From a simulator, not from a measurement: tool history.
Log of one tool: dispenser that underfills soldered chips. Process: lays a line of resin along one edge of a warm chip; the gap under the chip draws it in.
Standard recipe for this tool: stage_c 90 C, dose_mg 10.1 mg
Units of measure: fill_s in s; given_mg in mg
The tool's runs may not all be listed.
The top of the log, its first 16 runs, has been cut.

run   hour  stage_c  dose_mg  fill_s  given_mg
     108.7  -- new syringe of resin
 17  109.6       77     10.1   127.5      9.85
 18  116.3       77     10.1   156.8      9.75
     119.6  -- new syringe of resin
 19  123.7       77     10.1   143.4      9.77
 20    129       77     10.1   168.4      9.72
     130.2  -- new syringe of resin
 21    135       90     11.4    73.5     10.92
 22  140.1       87      8.7   104.1       8.3
     141.3  -- new syringe of resin
 23  145.6       94     11.8    60.7     11.32
     152.3  -- new syringe of resin
 24  154.2       94     11.8    57.2     11.19
 25  159.3      104     10.2    43.5      9.79
     163.1  -- new syringe of resin
 26  164.3       90      8.9    71.3      8.47
 27  169.5       90      8.9    84.7      8.46
     173.9  -- new syringe of resin
 28  178.7      101     11.5    45.4     10.84
 29  183.6      103     12.1    48.6     11.36
     184.7  -- new syringe of resin
 30  192.5      101      9.8    50.4      9.17
     195.4  -- new syringe of resin
 31  197.3      101      9.8      43      9.13
 32  203.4      101      9.8    52.6      9.17
     205.9  -- new syringe of resin
 33  211.6       86     12.6    94.4     11.66
 34  215.6       86     12.6   108.9     11.63
     216.7  -- new syringe of resin
 35  223.1       79     12.3   135.5      11.4

Here are 4 independent what-if runs from the current tool condition. What would each one return?
     227.9  -- new syringe of resin
  A   231       96      9.2       ?         ?
     227.9  -- new syringe of resin
  B   231       95     11.1       ?         ?
     227.9  -- new syringe of resin
  C   231       97     11.1       ?         ?
     227.9  -- new syringe of resin
  D   231      100     10.4       ?         ?

run  fill_s  given_mg
  A    55.7      8.46
  B    54.9     10.24
  C    50.4     10.24
  D      45      9.58
The same runs, with their run-to-run variation unchanged, on a tool lacking any hidden condition would have given:
run  fill_s  given_mg
  A    48.3      9.19
  B      48     11.12
  C    44.1     11.12
  D    39.4      10.4
